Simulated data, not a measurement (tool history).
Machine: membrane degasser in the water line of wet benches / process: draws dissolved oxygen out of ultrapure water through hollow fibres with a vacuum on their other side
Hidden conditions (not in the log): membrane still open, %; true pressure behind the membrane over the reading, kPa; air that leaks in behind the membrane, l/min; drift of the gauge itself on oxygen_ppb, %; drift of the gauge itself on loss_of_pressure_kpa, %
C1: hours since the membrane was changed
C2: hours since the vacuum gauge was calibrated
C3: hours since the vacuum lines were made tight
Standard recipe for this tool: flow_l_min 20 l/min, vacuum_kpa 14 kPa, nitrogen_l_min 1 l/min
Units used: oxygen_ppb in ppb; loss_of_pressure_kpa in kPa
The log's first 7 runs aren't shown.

{"run": 8, "day": 34.433, "flow_l_min": 24, "vacuum_kpa": 23.2, "nitrogen_l_min": 1, "C1": 5860, "C2": 1319, "C3": 5023, "oxygen_ppb": 961.6, "loss_of_pressure_kpa": 84.48}
{"run": 9, "day": 40.675, "flow_l_min": 24, "vacuum_kpa": 23.2, "nitrogen_l_min": 1, "C1": 6010, "C2": 1469, "C3": 5173, "oxygen_ppb": 966.2, "loss_of_pressure_kpa": 84.57}
{"run": 10, "day": 45.733, "flow_l_min": 24, "vacuum_kpa": 23.2, "nitrogen_l_min": 1, "C1": 6131, "C2": 1590, "C3": 5294, "oxygen_ppb": 965.1, "loss_of_pressure_kpa": 84.69}
{"run": 11, "day": 52.279, "flow_l_min": 24, "vacuum_kpa": 23.2, "nitrogen_l_min": 1, "C1": 6288, "C2": 1747, "C3": 5451, "oxygen_ppb": 964.7, "loss_of_pressure_kpa": 85.11}
{"day": 54.017, "done": "seals of the vacuum lines changed"}
{"run": 12, "day": 55.525, "flow_l_min": 22, "vacuum_kpa": 14, "nitrogen_l_min": 1, "C1": 6364, "C2": 1823, "C3": 36, "oxygen_ppb": 513.7, "loss_of_pressure_kpa": 77.71}
{"run": 13, "day": 59.096, "flow_l_min": 22, "vacuum_kpa": 14, "nitrogen_l_min": 1, "C1": 6450, "C2": 1909, "C3": 122, "oxygen_ppb": 511.9, "loss_of_pressure_kpa": 78.48}
{"run": 14, "day": 64.033, "flow_l_min": 22, "vacuum_kpa": 14, "nitrogen_l_min": 1, "C1": 6568, "C2": 2027, "C3": 240, "oxygen_ppb": 512.7, "loss_of_pressure_kpa": 78.1}
{"run": 15, "day": 67.288, "flow_l_min": 20, "vacuum_kpa": 14, "nitrogen_l_min": 1.02, "C1": 6646, "C2": 2105, "C3": 318, "oxygen_ppb": 465.9, "loss_of_pressure_kpa": 71.64}
{"run": 16, "day": 71.192, "flow_l_min": 20, "vacuum_kpa": 14, "nitrogen_l_min": 1.02, "C1": 6740, "C2": 2199, "C3": 412, "oxygen_ppb": 465.9, "loss_of_pressure_kpa": 70.97}
{"run": 17, "day": 76.279, "flow_l_min": 20, "vacuum_kpa": 14, "nitrogen_l_min": 1, "C1": 6862, "C2": 2321, "C3": 534, "oxygen_ppb": 474.5, "loss_of_pressure_kpa": 71.63}
{"run": 18, "day": 83.55, "flow_l_min": 20, "vacuum_kpa": 14, "nitrogen_l_min": 1, "C1": 7036, "C2": 2496, "C3": 709, "oxygen_ppb": 475.1, "loss_of_pressure_kpa": 71.49}
{"run": 19, "day": 87.333, "flow_l_min": 20, "vacuum_kpa": 14, "nitrogen_l_min": 1, "C1": 7127, "C2": 2587, "C3": 800, "oxygen_ppb": 477.7, "loss_of_pressure_kpa": 71.47}
{"run": 20, "day": 92.067, "flow_l_min": 25, "vacuum_kpa": 23.7, "nitrogen_l_min": 1.17, "C1": 7241, "C2": 2700, "C3": 913, "oxygen_ppb": 903.2, "loss_of_pressure_kpa": 90.14}
{"run": 21, "day": 97.412, "flow_l_min": 20, "vacuum_kpa": 14, "nitrogen_l_min": 2.56, "C1": 7369, "C2": 2828, "C3": 1042, "oxygen_ppb": 210.3, "loss_of_pressure_kpa": 72.17}

What will run 22 give?
{"run": 22, "day": 101.858, "flow_l_min": 20, "vacuum_kpa": 14, "nitrogen_l_min": 2.56, "C1": 7476, "C2": 2935, "C3": 1148, "oxygen_ppb": "?", "loss_of_pressure_kpa": "?"}

Run 22 measured oxygen_ppb 211.3 ppb, loss_of_pressure_kpa 71.88 kPa.
Without the tool's hidden state the same run would have given oxygen_ppb 201.2 ppb, loss_of_pressure_kpa 65.06 kPa.

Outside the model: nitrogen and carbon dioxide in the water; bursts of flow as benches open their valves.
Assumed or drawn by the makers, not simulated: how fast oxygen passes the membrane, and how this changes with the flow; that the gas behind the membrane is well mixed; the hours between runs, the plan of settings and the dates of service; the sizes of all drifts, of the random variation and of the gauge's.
